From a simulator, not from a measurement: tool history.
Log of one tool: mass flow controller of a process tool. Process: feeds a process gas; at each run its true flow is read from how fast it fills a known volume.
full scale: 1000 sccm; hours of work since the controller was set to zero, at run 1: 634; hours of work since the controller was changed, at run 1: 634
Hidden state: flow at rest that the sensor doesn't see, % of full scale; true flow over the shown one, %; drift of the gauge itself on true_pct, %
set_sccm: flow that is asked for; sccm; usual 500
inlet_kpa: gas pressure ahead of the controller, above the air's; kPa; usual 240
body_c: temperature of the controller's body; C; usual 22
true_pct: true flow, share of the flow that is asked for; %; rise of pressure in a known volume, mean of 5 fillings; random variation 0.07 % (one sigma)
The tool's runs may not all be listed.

run,day,set_sccm,inlet_kpa,body_c,hours of work since the controller was set to zero,hours of work since the controller was changed,true_pct
1,0.000,500,240,22,634,634,99.39
2,3.583,102,240,22,689,689,99.13
3,5.654,500,240,28,721,721,99.68
4,9.496,500,240,28,781,781,99.51
5,11.700,500,219,22,815,815,99.19
6,15.692,500,240,22,877,877,99.34
7,18.150,500,240,22,915,915,99.38
8,20.050,500,229,22,944,944,99.23
9,22.496,500,229,22,982,982,99.33
10,25.867,500,192,22,1035,1035,99.06
11,29.079,500,192,22,1084,1084,99.01
12,31.229,500,240,22,1118,1118,99.46
13,33.471,547,240,22,1153,1153,99.61
14,36.354,500,240,22,1197,1197,99.39
15,38.208,500,191,22,1226,1226,99.09
16,40.488,500,191,26,1261,1261,99.30
17,44.221,404,191,26,1319,1319,99.28
18,46.246,404,196,22,1350,1350,99.17
# day 46.638: controller's zero set anew
19,48.921,245,271,27,35,1392,99.60
20,52.921,473,164,36,97,1454,99.67
21,56.338,473,164,36,150,1507,99.75
22,58.521,473,164,36,184,1540,99.64
23,62.167,253,215,31,241,1597,99.52
24,65.617,253,215,31,294,1650,99.53
# day 66.725: controller's zero set anew, once more
25,68.892,253,215,31,34,1701,99.22
26,70.738,555,153,34,62,1729,99.43
27,74.367,267,247,21,118,1786,98.88
28,78.367,120,181,23,180,1848,98.69
29,82.425,500,166,22,243,1911,98.83

Forecast each of these 3 alternatives for the next run:
A,86.192,214,251,23,302,1969,?
B,86.192,670,266,35,302,1969,?
C,86.192,500,272,22,302,1969,?

run,true_pct
A,99.06
B,100.11
C,99.36
Without the tool's hidden state the same runs would have given:
run,true_pct
A,99.03
B,100.22
C,99.44
